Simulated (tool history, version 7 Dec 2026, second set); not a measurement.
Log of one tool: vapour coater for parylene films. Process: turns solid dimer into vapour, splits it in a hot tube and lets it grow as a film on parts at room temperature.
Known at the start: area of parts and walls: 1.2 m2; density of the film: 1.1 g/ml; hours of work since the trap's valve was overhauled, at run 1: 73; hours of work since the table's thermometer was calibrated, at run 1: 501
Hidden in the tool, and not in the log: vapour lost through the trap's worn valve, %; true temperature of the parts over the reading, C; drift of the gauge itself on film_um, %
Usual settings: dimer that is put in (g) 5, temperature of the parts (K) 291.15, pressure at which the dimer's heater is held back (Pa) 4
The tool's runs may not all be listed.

| run | hour | dimer that is put in (g) | temperature of the parts (K) | pressure at which the dimer's heater is held back (Pa) | hours of work since the trap's valve was overhauled | hours of work since the table's thermometer was calibrated | thickness of the film (µm) |
|---|---|---|---|---|---|---|---|
| 1 | 0 | 5 | 291.15 | 4 | 73 | 501 | 2.29 |
| 2 | 60.1 | 7 | 291.15 | 4 | 106 | 534 | 3.22 |
| 3 | 102.4 | 7 | 291.15 | 4 | 130 | 558 | 3.2 |
| 4 | 157 | 5 | 291.15 | 4 | 160 | 588 | 2.24 |
| 5 | 194 | 5 | 291.15 | 4 | 181 | 609 | 2.24 |
| 6 | 250.6 | 5 | 291.15 | 4 | 213 | 640 | 2.15 |
| 7 | 299 | 5 | 291.15 | 2.6 | 240 | 667 | 2.26 |
| 8 | 376.3 | 5 | 291.15 | 4 | 283 | 710 | 2.13 |
| 9 | 447.3 | 5 | 291.15 | 10.87 | 322 | 750 | 1.83 |
| 10 | 510.3 | 5 | 291.15 | 4 | 357 | 785 | 2.05 |
| 11 | 568.6 | 5 | 291.15 | 4 | 390 | 818 | 2.05 |
| 12 | 631.4 | 5 | 291.15 | 4 | 425 | 853 | 2.03 |
|  | 658.1 | trap's valve overhauled |
| 13 | 698 | 5 | 291.15 | 4 | 22 | 887 | 2.37 |
| 14 | 771 | 4 | 291.15 | 4.59 | 63 | 928 | 1.86 |
| 15 | 809.5 | 4 | 289.15 | 9.09 | 84 | 950 | 1.84 |
| 16 | 859.1 | 4 | 289.15 | 9.09 | 112 | 977 | 1.8 |
| 17 | 935.3 | 3 | 293.15 | 3.74 | 155 | 1020 | 1.23 |
| 18 | 983.9 | 2 | 292.15 | 4 | 182 | 1047 | 0.83 |
| 19 | 1060.8 | 3 | 291.15 | 4 | 224 | 1090 | 1.31 |
| 20 | 1124.3 | 7 | 291.15 | 3.28 | 260 | 1125 | 3.08 |
| 21 | 1175.6 | 9 | 294.15 | 4.04 | 288 | 1154 | 3.31 |

4 ways to go on from here, each from the tool as it stands after run 21. What would each give?
| A | 1241.9 | 6 | 294.15 | 4.04 | 325 | 1191 | ? |
| B | 1241.9 | 5 | 291.15 | 4.98 | 325 | 1191 | ? |
| C | 1241.9 | 5 | 291.15 | 4.04 | 325 | 1191 | ? |
| D | 1241.9 | 5 | 299.15 | 8.73 | 325 | 1191 | ? |

| run | thickness of the film (µm) |
|---|---|
| A | 2.19 |
| B | 2.05 |
| C | 2.08 |
| D | 1.29 |
Without the tool's hidden state the same runs would have given:
| run | thickness of the film (µm) |
|---|---|
| A | 2.5 |
| B | 2.33 |
| C | 2.37 |
| D | 1.47 |
